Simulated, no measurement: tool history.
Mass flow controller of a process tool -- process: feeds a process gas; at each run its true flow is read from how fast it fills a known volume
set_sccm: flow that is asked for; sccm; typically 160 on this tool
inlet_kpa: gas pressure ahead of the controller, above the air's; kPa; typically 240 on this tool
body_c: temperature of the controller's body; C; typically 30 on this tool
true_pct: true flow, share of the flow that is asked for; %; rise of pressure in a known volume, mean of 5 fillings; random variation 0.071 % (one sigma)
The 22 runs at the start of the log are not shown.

run	hour	set_sccm	inlet_kpa	body_c	hours of work since the controller was set to zero	hours of work since the controller was changed	true_pct
23	1750.3	24	240	38	2275	2275	100.07
24	1853.7	160	153	24	2328	2328	99.38
25	1957.6	160	153	24	2380	2380	99.26
26	2062.1	28	240	30	2433	2433	100.10
27	2151.2	23	223	32	2479	2479	100.70
28	2264.8	23	259	32	2536	2536	100.62
29	2377.8	53	240	30	2594	2594	99.20
30	2476.4	53	262	35	2644	2644	99.03
31	2541.2	53	262	35	2677	2677	98.96
32	2620.5	150	232	23	2717	2717	99.33
33	2711.8	150	232	23	2763	2763	99.41
34	2765.1	150	232	23	2790	2790	99.34
35	2882.3	150	232	23	2850	2850	99.17
36	2995.2	53	203	21	2907	2907	99.38
37	3070.7	104	187	20	2945	2945	98.98
38	3168.7	104	148	36	2995	2995	98.53
39	3255.8	140	257	36	3039	3039	98.75
40	3348.0	131	159	23	3086	3086	98.96

Here are 3 independent what-if runs from the current tool condition. What would each one return?
A	3432.0	88	171	22	3129	3129	?
B	3432.0	21	160	33	3129	3129	?
C	3432.0	92	180	21	3129	3129	?

run	true_pct
A	98.96
B	101.17
C	98.84
What these runs would have given with no unlogged condition in the tool:
run	true_pct
A	98.96
B	97.89
C	98.88
